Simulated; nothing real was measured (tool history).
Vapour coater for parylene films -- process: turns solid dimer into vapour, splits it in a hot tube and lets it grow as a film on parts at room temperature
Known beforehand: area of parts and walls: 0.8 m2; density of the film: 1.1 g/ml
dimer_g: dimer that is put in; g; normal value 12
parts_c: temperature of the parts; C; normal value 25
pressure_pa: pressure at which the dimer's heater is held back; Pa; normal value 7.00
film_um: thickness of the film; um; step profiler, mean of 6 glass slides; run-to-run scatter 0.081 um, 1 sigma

run	hour	dimer_g	parts_c	pressure_pa	film_um
1	0.0	12	25	7.00	9.11
2	74.2	12	24	7.00	9.21
3	141.9	12	24	7.00	9.21
4	182.2	10	25	7.00	7.36
# hour 191.3: trap's valve overhauled
5	229.8	10	25	7.00	8.10
6	305.9	10	25	7.00	8.11
7	358.8	12	33	7.00	7.76
8	421.3	12	33	7.00	7.86
9	454.0	12	33	7.00	7.79
10	494.5	18	25	7.00	13.92
11	564.2	12	25	3.52	10.34
12	616.2	12	25	3.52	10.28
13	669.0	6	25	3.52	5.14
14	721.4	6	25	3.52	4.99
15	770.7	6	25	3.52	5.13
16	811.0	6	25	3.52	5.07
17	884.4	6	25	3.52	5.02
18	919.1	6	25	8.46	4.46
# hour 960.6: trap's valve overhauled
19	995.8	6	25	8.46	4.76
20	1043.1	6	25	8.46	4.79
21	1098.1	6	25	2.61	5.61
22	1153.6	12	25	7.00	9.74
23	1185.3	12	25	7.00	9.46
24	1263.4	12	25	7.00	9.48
25	1307.1	12	26	5.33	9.73
26	1347.3	7	18	6.52	6.60
27	1391.4	9	35	11.22	5.10
28	1425.5	9	35	11.22	4.97
29	1504.4	9	35	11.22	5.01
30	1577.3	10	35	7.00	5.94

Expected results for the next run?
31	1642.1	8	26	10.21	?

{"run 31": {"film_um": 5.69}}
With no hidden state in the tool, this same run would have given film_um 6.11 um.
